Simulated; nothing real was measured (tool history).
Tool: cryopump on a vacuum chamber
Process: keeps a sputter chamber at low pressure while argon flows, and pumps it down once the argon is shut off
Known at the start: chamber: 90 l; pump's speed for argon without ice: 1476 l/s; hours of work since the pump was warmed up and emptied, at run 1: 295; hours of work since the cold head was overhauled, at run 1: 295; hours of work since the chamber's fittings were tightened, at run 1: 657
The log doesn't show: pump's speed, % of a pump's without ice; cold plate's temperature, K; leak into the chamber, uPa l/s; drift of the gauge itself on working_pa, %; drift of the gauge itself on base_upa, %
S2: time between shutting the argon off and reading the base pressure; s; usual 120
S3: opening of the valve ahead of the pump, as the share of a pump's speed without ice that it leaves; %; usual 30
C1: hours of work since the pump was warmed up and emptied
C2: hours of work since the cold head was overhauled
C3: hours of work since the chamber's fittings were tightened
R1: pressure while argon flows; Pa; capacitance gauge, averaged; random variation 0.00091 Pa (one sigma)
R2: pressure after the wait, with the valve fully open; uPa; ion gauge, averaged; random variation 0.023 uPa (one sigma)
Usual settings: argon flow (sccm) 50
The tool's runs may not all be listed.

Run 1, hour 0: usual settings; C1 295; C2 295; C3 657. Result: R1 0.1976 Pa, R2 2.28 uPa.
Run 2, hour 13.9: usual settings but argon flow (sccm) 84; C1 307; C2 307; C3 670. Result: R1 0.338 Pa, R2 2.36 uPa.
Run 3, hour 27: usual settings but argon flow (sccm) 84; C1 319; C2 319; C3 681. Result: R1 0.3358 Pa, R2 2.29 uPa.
Run 4, hour 37.6: usual settings but argon flow (sccm) 84; C1 328; C2 328; C3 691. Result: R1 0.3371 Pa, R2 2.45 uPa.
Run 5, hour 53.9: usual settings but argon flow (sccm) 84; C1 343; C2 343; C3 706. Result: R1 0.3375 Pa, R2 2.47 uPa.
Run 6, hour 62.5: usual settings but argon flow (sccm) 84; C1 350; C2 350; C3 713. Result: R1 0.3399 Pa, R2 2.42 uPa.
Run 7, hour 70.8: usual settings but S2 70 s; C1 358; C2 358; C3 721. Result: R1 0.1986 Pa, R2 2.84 uPa.
Run 8, hour 79.3: usual settings but S2 31 s; C1 365; C2 365; C3 728. Result: R1 0.2017 Pa, R2 4.13 uPa.
Run 9, hour 90: usual settings but S2 31 s; C1 375; C2 375; C3 738. Result: R1 0.2033 Pa, R2 4.14 uPa.
Run 10, hour 99.4: usual settings but S2 31 s; C1 383; C2 383; C3 746. Result: R1 0.2039 Pa, R2 4.16 uPa.
Run 11, hour 116.5: usual settings but S2 31 s; C1 399; C2 399; C3 761. Result: R1 0.2023 Pa, R2 4.34 uPa.
Run 12, hour 125.3: usual settings but S2 249 s; C1 406; C2 406; C3 769. Result: R1 0.2026 Pa, R2 2.28 uPa.
Run 13, hour 134.6: usual settings but argon flow (sccm) 51, S2 249 s; C1 415; C2 415; C3 778. Result: R1 0.2071 Pa, R2 2.39 uPa.
Run 14, hour 149: usual settings but argon flow (sccm) 51, S2 249 s; C1 428; C2 428; C3 791. Result: R1 0.2075 Pa, R2 2.37 uPa.
Run 15, hour 163: usual settings but argon flow (sccm) 51, S2 249 s; C1 440; C2 440; C3 803. Result: R1 0.2102 Pa, R2 2.35 uPa.
Run 16, hour 174: usual settings but argon flow (sccm) 29, S2 105 s, S3 38 %; C1 450; C2 450; C3 813. Result: R1 0.094 Pa, R2 2.83 uPa.
Run 17, hour 193.2: usual settings but S2 44 s, S3 32 %; C1 467; C2 467; C3 830. Result: R1 0.1914 Pa, R2 3.81 uPa.
Run 18, hour 208.9: usual settings but S3 49 %; C1 481; C2 481; C3 844. Result: R1 0.1312 Pa, R2 2.82 uPa.
Run 19, hour 219.7: usual settings but argon flow (sccm) 58, S2 49 s, S3 46 %; C1 491; C2 491; C3 854. Result: R1 0.1604 Pa, R2 3.72 uPa.
Run 20, hour 234.3: usual settings but argon flow (sccm) 58, S2 65 s, S3 46 %; C1 504; C2 504; C3 867. Result: R1 0.1631 Pa, R2 3.54 uPa.
Run 21, hour 252.9: usual settings but argon flow (sccm) 58, S2 65 s, S3 46 %; C1 521; C2 521; C3 883. Result: R1 0.1617 Pa, R2 3.51 uPa.
Run 22, hour 271.5: usual settings but argon flow (sccm) 58, S2 65 s, S3 46 %; C1 537; C2 537; C3 900. Result: R1 0.1629 Pa, R2 3.59 uPa.
Run 23, hour 279.6: usual settings but argon flow (sccm) 58, S2 65 s, S3 46 %; C1 544; C2 544; C3 907. Result: R1 0.1628 Pa, R2 3.54 uPa.
Run 24, hour 295.4: usual settings but argon flow (sccm) 58, S2 65 s, S3 46 %; C1 559; C2 559; C3 921. Result: R1 0.1645 Pa, R2 3.56 uPa.
At hour 310.5: pump warmed up, emptied and cooled again.
Run 25, hour 310.5: usual settings but argon flow (sccm) 58, S2 65 s, S3 46 %; C1 0; C2 568; C3 930. Result: R1 0.1435 Pa, R2 3.03 uPa.
Run 26, hour 327.4: usual settings but argon flow (sccm) 27; C1 15; C2 583; C3 946. Result: R1 0.103 Pa, R2 2.6 uPa.
Run 27, hour 342.4: usual settings but argon flow (sccm) 51, S2 116 s, S3 19 %; C1 29; C2 596; C3 959. Result: R1 0.309 Pa, R2 2.68 uPa.

3 ways to go on from here, each from the tool as it stands after run 27. What would each give?
Run A, hour 356.5: usual settings but argon flow (sccm) 92, S2 193 s, S3 44 %; C1 41; C2 609; C3 972. Result: R1 ?, R2 ?.
Run B, hour 356.5: usual settings but argon flow (sccm) 32, S2 29 s, S3 25 %; C1 41; C2 609; C3 972. Result: R1 ?, R2 ?.
Run C, hour 356.5: usual settings but argon flow (sccm) 38, S2 105 s; C1 41; C2 609; C3 972. Result: R1 ?, R2 ?.

run      R1    R2
  A  0.2426  2.44
  B  0.1471  4.49
  C  0.1454  2.74
Without the tool's hidden state the same runs would have given:
run      R1    R2
  A    0.24  0.53
  B  0.1462  2.54
  C  0.1443  0.84
